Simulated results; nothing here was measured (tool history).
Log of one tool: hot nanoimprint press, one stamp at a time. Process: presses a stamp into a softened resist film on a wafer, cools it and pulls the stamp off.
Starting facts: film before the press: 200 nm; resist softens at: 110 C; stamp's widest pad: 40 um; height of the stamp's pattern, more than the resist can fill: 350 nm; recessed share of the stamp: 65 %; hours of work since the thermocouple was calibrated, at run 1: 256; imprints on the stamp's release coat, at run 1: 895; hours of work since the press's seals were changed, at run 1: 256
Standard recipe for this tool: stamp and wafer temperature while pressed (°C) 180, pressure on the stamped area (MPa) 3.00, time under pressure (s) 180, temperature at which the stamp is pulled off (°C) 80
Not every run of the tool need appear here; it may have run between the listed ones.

run	hour	stamp and wafer temperature while pressed (°C)	pressure on the stamped area (MPa)	time under pressure (s)	temperature at which the stamp is pulled off (°C)	hours of work since the thermocouple was calibrated	imprints on the stamp's release coat	hours of work since the press's seals were changed	resist left under the stamp's widest pad (nm)	greatest force while the stamp is pulled off (N)
1	0.0	180	3.00	180	80	256	895	256	76.7	229
# hour 47.4: stamp cleaned and given a new release coat
2	48.5	180	3.00	180	80	282	3	282	78.3	194
3	84.8	180	3.00	180	80	304	125	304	78.5	206
4	124.4	180	3.00	158	80	328	258	328	83.2	207
5	151.8	180	3.00	180	67	344	349	344	78.5	247
6	202.3	180	3.00	180	67	375	518	375	79.8	260
# hour 237.3: plate thermocouple calibrated
7	239.3	180	3.00	180	67	1	632	396	74.3	252
8	268.2	180	3.00	180	67	19	729	413	74.6	261
9	310.5	180	3.00	180	67	44	870	439	74.6	266
10	349.3	180	3.00	180	67	68	1000	463	75.3	272
# hour 367.3: stamp cleaned and given a new release coat
11	403.0	180	3.00	180	80	97	119	492	75.5	198
12	442.0	180	3.00	180	80	121	250	515	76.5	201
13	471.2	180	3.00	180	80	138	347	533	76.8	208
14	527.7	180	3.00	180	80	173	537	567	76.6	210
15	554.3	180	3.00	180	80	189	625	583	77.1	215
16	609.0	180	3.00	221	80	222	809	617	71.0	219
17	644.3	180	3.00	221	80	244	927	638	71.8	229
18	675.4	180	3.00	221	80	262	1031	657	73.4	233
# hour 686.0: stamp cleaned and given a new release coat
19	740.9	180	3.00	221	80	299	184	693	72.9	207
20	778.6	180	3.92	235	70	322	310	716	62.9	238
21	808.7	183	3.00	180	83	340	411	734	69.7	207
22	836.8	191	3.00	180	86	357	505	751	49.0	197
23	894.5	178	4.63	180	80	392	698	786	70.9	217
# hour 902.8: plate thermocouple calibrated
24	924.1	181	4.47	123	86	13	787	803	67.3	200
25	971.2	186	4.47	123	86	42	945	831	55.0	204
# hour 1005.8: stamp cleaned and given a new release coat
26	1014.5	188	2.04	241	70	64	29	854	58.2	224
27	1041.9	186	3.25	180	66	81	121	871	55.7	234
28	1077.4	186	3.10	180	66	102	239	892	57.6	237

Predict the results of run 29:
29	1120.5	186	3.10	180	66	129	384	918	?	?

resist left under the stamp's widest pad (nm): 57.9
greatest force while the stamp is pulled off (N): 247
Had the tool carried no hidden state, the very same run would have given resist left under the stamp's widest pad (nm) 55.6, greatest force while the stamp is pulled off (N) 230.

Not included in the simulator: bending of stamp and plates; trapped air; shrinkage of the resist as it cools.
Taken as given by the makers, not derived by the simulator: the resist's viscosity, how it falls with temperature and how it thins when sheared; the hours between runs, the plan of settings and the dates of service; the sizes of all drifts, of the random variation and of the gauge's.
